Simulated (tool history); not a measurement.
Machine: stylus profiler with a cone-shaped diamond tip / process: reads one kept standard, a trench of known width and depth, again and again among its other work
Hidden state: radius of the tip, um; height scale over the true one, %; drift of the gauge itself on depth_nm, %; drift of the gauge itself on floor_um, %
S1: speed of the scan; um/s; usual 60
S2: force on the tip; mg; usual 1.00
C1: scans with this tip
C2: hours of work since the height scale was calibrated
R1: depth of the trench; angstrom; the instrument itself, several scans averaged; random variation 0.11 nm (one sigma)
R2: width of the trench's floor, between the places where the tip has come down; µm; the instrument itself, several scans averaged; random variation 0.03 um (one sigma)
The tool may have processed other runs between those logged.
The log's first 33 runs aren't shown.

run	hour	S1	S2	C1	C2	R1	R2
34	1865.3	149	0.87	5558	405	2015.1	16.02
35	1943.7	23	0.95	6098	444	2014.1	17.32
36	1988.8	54	1.52	6409	467	2022.7	17.12
37	2041.0	60	0.46	6770	493	2011.7	16.66
38	2076.5	60	0.46	7014	511	2008.9	16.65
39	2144.5	23	2.62	7483	545	2028.7	17.33
40	2211.2	23	2.62	7943	579	2028.4	17.26
41	2267.3	38	0.43	8330	607	2011.5	16.86
42	2306.1	38	0.43	8598	626	2011.7	16.78
43	2383.6	60	0.95	9132	665	2017.6	16.72
44	2448.9	60	0.95	9583	698	2017.7	16.68
45	2512.1	16	1.01	10019	730	2017.3	17.07

Alternative continuations, all from the tool just after run 45; predict every row:
A	2555.5	21	1.25	10318	752	?	?
B	2555.5	29	1.01	10318	752	?	?
C	2555.5	186	1.50	10318	752	?	?

run	R1	R2
A	2019.6	17.06
B	2019.1	16.96
C	2020.7	15.77
With the hidden condition removed and each run's random variation left untouched, the same runs would have given:
run	R1	R2
A	2013.6	17.84
B	2013.1	17.74
C	2014.7	16.55
